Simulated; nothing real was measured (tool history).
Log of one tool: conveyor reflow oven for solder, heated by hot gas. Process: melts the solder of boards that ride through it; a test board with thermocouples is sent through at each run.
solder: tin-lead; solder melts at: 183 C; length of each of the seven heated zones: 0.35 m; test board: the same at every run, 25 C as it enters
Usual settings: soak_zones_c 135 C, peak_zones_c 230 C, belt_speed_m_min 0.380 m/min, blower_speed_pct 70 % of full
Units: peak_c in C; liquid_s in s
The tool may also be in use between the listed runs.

run   hour  soak_zones_c  peak_zones_c  belt_speed_m_min  blower_speed_pct  peak_c  liquid_s
  1    0.0           135           230             0.380                70   218.7      84.3
  2   10.1           145           230             0.380                70   219.9      90.5
  3   23.3           145           230             0.380                70   220.2      92.0
  4   28.8           145           230             0.380                70   219.7      91.0
  5   38.9           145           230             0.380                70   219.5      91.8
  6   45.3           145           230             0.380                70   219.6      91.2
  7   51.8           145           230             0.380                70   219.7      91.3
  8   59.6           145           230             0.380                70   219.7      91.5
  9   72.7           140           230             0.380                70   218.9      88.6
 10   79.9           140           230             0.380                70   219.1      87.5
 11   89.9           140           230             0.380                70   218.8      88.5
 12   98.1           140           230             0.380                70   218.8      87.8
 13  109.8           128           230             0.380                70   217.4      80.2
 14  115.4           128           230             0.380                70   217.3      80.3
 15  121.0           128           230             0.380                70   217.6      80.2
 16  134.1           128           230             0.380                70   217.5      80.6
 17  142.1           135           220             0.380                57   205.9      66.9
 18  151.5           135           220             0.380                57   205.5      67.1
 19  157.7           124           231             0.380                70   217.7      78.9
 20  170.2           124           231             0.313                70   223.0     104.1
 21  177.9           139           226             0.440                63   209.7      63.4
 22  184.7           142           221             0.440                63   205.5      60.0
 23  196.9           142           221             0.440                63   205.7      60.0
 24  208.9           135           225             0.380                70   214.2      80.8
 25  221.0           146           236             0.380                70   225.3      96.1
 26  226.7           146           236             0.380                70   224.5      95.7

The next listed run, before its measurement:
 27  235.6           145           231             0.396                61       ?         ?

{"run 27": {"peak_c": 217.0, "liquid_s": 83.7}}
Without the tool's hidden state the same run would have given peak_c 216.9 C, liquid_s 83.1 s.
